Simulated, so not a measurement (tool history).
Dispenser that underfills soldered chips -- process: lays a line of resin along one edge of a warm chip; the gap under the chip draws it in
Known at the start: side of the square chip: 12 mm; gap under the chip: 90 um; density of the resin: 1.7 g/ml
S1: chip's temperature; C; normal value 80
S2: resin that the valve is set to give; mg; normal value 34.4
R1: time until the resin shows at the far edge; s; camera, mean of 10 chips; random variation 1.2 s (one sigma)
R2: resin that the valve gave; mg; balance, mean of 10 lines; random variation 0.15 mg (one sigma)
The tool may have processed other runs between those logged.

{"run": 1, "hour": 0.0, "S1": 80, "S2": 34.4, "R1": 132.5, "R2": 33.34}
{"hour": 4.1, "done": "new syringe of resin"}
{"run": 2, "hour": 4.3, "S1": 80, "S2": 34.4, "R1": 116.9, "R2": 33.58}
{"run": 3, "hour": 9.5, "S1": 92, "S2": 34.4, "R1": 89.8, "R2": 33.47}
{"hour": 11.5, "done": "new syringe of resin"}
{"run": 4, "hour": 15.5, "S1": 92, "S2": 34.4, "R1": 85.1, "R2": 33.16}
{"hour": 18.9, "done": "new syringe of resin"}
{"run": 5, "hour": 19.3, "S1": 92, "S2": 34.4, "R1": 69.2, "R2": 33.2}
{"hour": 26.1, "done": "new syringe of resin"}
{"run": 6, "hour": 26.1, "S1": 92, "S2": 34.4, "R1": 69.9, "R2": 33.14}
{"run": 7, "hour": 30.6, "S1": 92, "S2": 34.4, "R1": 86.5, "R2": 32.92}
{"hour": 33.4, "done": "new syringe of resin"}
{"run": 8, "hour": 35.2, "S1": 92, "S2": 29.7, "R1": 79.6, "R2": 28.36}
{"run": 9, "hour": 38.9, "S1": 76, "S2": 34.4, "R1": 183.2, "R2": 32.77}
{"hour": 40.6, "done": "new syringe of resin"}
{"run": 10, "hour": 44.6, "S1": 83, "S2": 34.4, "R1": 120.6, "R2": 33.03}
{"hour": 48.0, "done": "new syringe of resin"}
{"run": 11, "hour": 48.0, "S1": 83, "S2": 34.4, "R1": 100.7, "R2": 32.95}
{"run": 12, "hour": 51.9, "S1": 83, "S2": 34.4, "R1": 124.0, "R2": 32.64}
{"hour": 55.2, "done": "new syringe of resin"}
{"run": 13, "hour": 56.5, "S1": 83, "S2": 34.4, "R1": 106.8, "R2": 32.72}
{"hour": 62.7, "done": "new syringe of resin"}
{"run": 14, "hour": 63.4, "S1": 80, "S2": 29.7, "R1": 123.5, "R2": 27.99}
{"run": 15, "hour": 69.3, "S1": 80, "S2": 34.4, "R1": 158.8, "R2": 32.25}
{"hour": 70.0, "done": "new syringe of resin"}
{"run": 16, "hour": 74.8, "S1": 80, "S2": 34.4, "R1": 149.1, "R2": 32.13}
{"hour": 77.4, "done": "new syringe of resin"}
{"run": 17, "hour": 79.4, "S1": 80, "S2": 34.4, "R1": 125.7, "R2": 32.25}
{"hour": 84.6, "done": "new syringe of resin"}
{"run": 18, "hour": 84.6, "S1": 80, "S2": 34.4, "R1": 113.7, "R2": 31.87}
{"hour": 89.3, "done": "dispensing valve cleaned and set on the balance"}
{"run": 19, "hour": 92.1, "S1": 80, "S2": 34.4, "R1": 159.1, "R2": 34.34}
{"hour": 92.9, "done": "new syringe of resin"}
{"run": 20, "hour": 96.0, "S1": 86, "S2": 38.6, "R1": 100.6, "R2": 38.59}
{"run": 21, "hour": 99.2, "S1": 66, "S2": 34.4, "R1": 286.7, "R2": 34.42}
{"hour": 100.0, "done": "new syringe of resin"}
{"run": 22, "hour": 105.5, "S1": 91, "S2": 43.6, "R1": 90.1, "R2": 43.23}
{"hour": 107.4, "done": "new syringe of resin"}
{"run": 23, "hour": 110.8, "S1": 82, "S2": 42.4, "R1": 121.9, "R2": 42.23}
{"hour": 114.6, "done": "new syringe of resin"}
{"run": 24, "hour": 117.3, "S1": 79, "S2": 29.9, "R1": 139.7, "R2": 29.7}
{"run": 25, "hour": 120.2, "S1": 81, "S2": 43.1, "R1": 139.0, "R2": 42.52}
{"hour": 122.4, "done": "new syringe of resin"}
{"run": 26, "hour": 125.6, "S1": 69, "S2": 34.6, "R1": 211.7, "R2": 33.95}
{"hour": 130.0, "done": "new syringe of resin"}
{"run": 27, "hour": 132.0, "S1": 66, "S2": 34.4, "R1": 235.6, "R2": 33.93}
{"run": 28, "hour": 136.4, "S1": 66, "S2": 34.4, "R1": 287.1, "R2": 33.8}
{"hour": 137.2, "done": "new syringe of resin"}
{"run": 29, "hour": 140.3, "S1": 92, "S2": 34.4, "R1": 78.0, "R2": 33.62}
{"hour": 144.4, "done": "new syringe of resin"}
{"run": 30, "hour": 145.1, "S1": 92, "S2": 43.7, "R1": 67.7, "R2": 42.67}
{"run": 31, "hour": 149.4, "S1": 92, "S2": 33.8, "R1": 84.6, "R2": 32.96}
{"hour": 151.5, "done": "new syringe of resin"}
{"run": 32, "hour": 153.2, "S1": 92, "S2": 33.8, "R1": 72.5, "R2": 32.46}
{"hour": 159.0, "done": "new syringe of resin"}
{"run": 33, "hour": 159.9, "S1": 79, "S2": 33.8, "R1": 117.6, "R2": 32.62}
{"run": 34, "hour": 162.6, "S1": 80, "S2": 38.4, "R1": 130.4, "R2": 37.19}
{"hour": 166.3, "done": "new syringe of resin"}
{"run": 35, "hour": 168.5, "S1": 80, "S2": 42.3, "R1": 122.0, "R2": 40.73}

Below, some changes in R1 between adjacent runs. For each, the amount present without the hidden state too (settings, incoming material, random variation) and the amount remaining for the hidden state with gauge scatter not shared by both compared results:
The hidden state here: resin's viscosity, % of fresh resin's; dose that the valve gives, % of what is set; true chip temperature over the reading, C; drift of the gauge itself on fill_s, %; drift of the gauge itself on given_mg, %.
Run 20 -> 21: S1 86 -> 66, S2 38.6 -> 34.4. R1 +186.1 s: hidden state +53.2, all else +132.9.
Run 21 -> 22: S1 66 -> 91, S2 34.4 -> 43.6, new syringe of resin. R1 -196.6 s: hidden state -45.7, all else -150.9.
Run 27 -> 28: nothing adjusted, nothing logged. R1 +51.5 s: hidden state +55.7, all else -4.2.
Run 28 -> 29: S1 66 -> 92, new syringe of resin. R1 -209.1 s: hidden state -52.5, all else -156.6.

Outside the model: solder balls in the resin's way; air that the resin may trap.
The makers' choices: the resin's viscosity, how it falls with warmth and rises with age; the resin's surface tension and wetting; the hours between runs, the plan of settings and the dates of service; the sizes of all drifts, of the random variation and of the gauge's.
